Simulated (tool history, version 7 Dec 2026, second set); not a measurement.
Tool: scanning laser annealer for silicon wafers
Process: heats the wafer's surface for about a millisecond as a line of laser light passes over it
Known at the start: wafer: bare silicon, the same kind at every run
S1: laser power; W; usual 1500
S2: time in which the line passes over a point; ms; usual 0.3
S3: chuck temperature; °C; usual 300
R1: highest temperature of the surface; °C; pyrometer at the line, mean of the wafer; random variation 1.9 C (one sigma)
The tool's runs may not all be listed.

run     day    S1     S2   S3    R1
  1       0  1500    0.3  300  1119
  2   2.888  1375    0.3  300  1033
  3   4.388  1375    0.3  300  1030
      7.229  -- optics aligned, line set to its width
  4   7.442  1375    0.3  300  1029
  5  10.354  1375    0.3  300  1023
  6  12.117  1500    0.3  300  1097
  7  15.312  1500  0.296  300  1081
     18.221  -- window over the wafer cleaned
  8  18.558  1500  0.296  300  1115
  9  21.571  1500  0.341  300  1180
 10  24.612  1504  0.244  300  1023
 11  26.171  1500  0.306  300  1112
 12  27.721  1588    0.3  296  1156
 13  29.317  1500  0.248  290  1004
 14    31.7  1500   0.32  298  1119
 15   33.95  1462  0.225  298   948
 16  35.538  1462  0.225  298   941
     36.142  -- window over the wafer cleaned
 17  37.804  1343    0.3  296  1012

5 ways to go on from here, each from the tool as it stands after run 17. What would each give?
  A  39.442  1343  0.222  299   ?
  B  39.442  1500  0.326  300   ?
  C  39.442  1500    0.3  274   ?
  D  39.442  1567   0.23  269   ?
  E  39.442  1492  0.291  324   ?

run    R1
  A   899
  B  1150
  C  1088
  D  1007
  E  1117
Without the tool's hidden state the same runs would have given:
run    R1
  A   913
  B  1169
  C  1106
  D  1024
  E  1135
